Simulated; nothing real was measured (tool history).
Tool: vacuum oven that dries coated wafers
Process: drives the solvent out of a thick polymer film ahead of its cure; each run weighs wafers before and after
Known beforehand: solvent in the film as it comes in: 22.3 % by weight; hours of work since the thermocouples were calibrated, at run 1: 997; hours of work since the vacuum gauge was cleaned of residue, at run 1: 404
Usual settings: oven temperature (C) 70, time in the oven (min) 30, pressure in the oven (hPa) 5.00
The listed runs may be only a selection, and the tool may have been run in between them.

run,hour,oven temperature (C),time in the oven (min),pressure in the oven (hPa),hours of work since the thermocouples were calibrated,hours of work since the vacuum gauge was cleaned of residue,solvent left in the film (%)
1,0.0,70,30,5.00,997,404,1.44
2,11.2,70,30,5.00,1002,409,1.40
3,25.6,55,30,5.00,1009,416,8.74
4,45.4,55,30,5.00,1018,425,8.58
5,61.2,55,30,5.00,1025,432,8.57
6,77.6,55,30,5.00,1033,440,8.60
7,94.2,56,30,5.00,1041,448,8.11
8,113.9,56,30,5.00,1050,457,8.00
9,125.9,70,30,5.00,1055,462,1.51
10,140.9,70,30,5.00,1062,469,1.46
11,151.5,70,30,5.00,1067,474,1.50
12,165.7,70,30,5.00,1074,481,1.49
13,176.7,70,36,5.00,1079,486,0.91
14,197.3,70,36,5.00,1088,495,0.88
15,207.8,70,16,5.00,1093,500,4.70
16,228.0,64,16,8.97,1103,510,7.96
17,237.5,59,16,3.96,1107,514,10.24
18,249.8,59,16,3.96,1113,520,10.37
19,264.3,59,52,3.96,1119,526,2.93
20,282.1,59,53,3.96,1128,535,2.98
21,294.7,59,53,3.96,1133,541,2.89
22,310.6,70,50,8.22,1141,548,0.59
23,322.7,70,50,12.02,1146,554,0.62
24,332.7,65,21,3.83,1151,558,5.37
25,347.5,65,21,3.83,1158,565,5.41
26,366.5,65,21,3.83,1167,574,5.32
27,379.1,78,42,5.00,1173,580,0.14

Run 28 comes next. What will it give?
28,391.5,78,15,9.37,1178,585,?

solvent left in the film (%): 1.75
Had the tool carried no hidden state, the very same run would have given solvent left in the film (%) 1.72.

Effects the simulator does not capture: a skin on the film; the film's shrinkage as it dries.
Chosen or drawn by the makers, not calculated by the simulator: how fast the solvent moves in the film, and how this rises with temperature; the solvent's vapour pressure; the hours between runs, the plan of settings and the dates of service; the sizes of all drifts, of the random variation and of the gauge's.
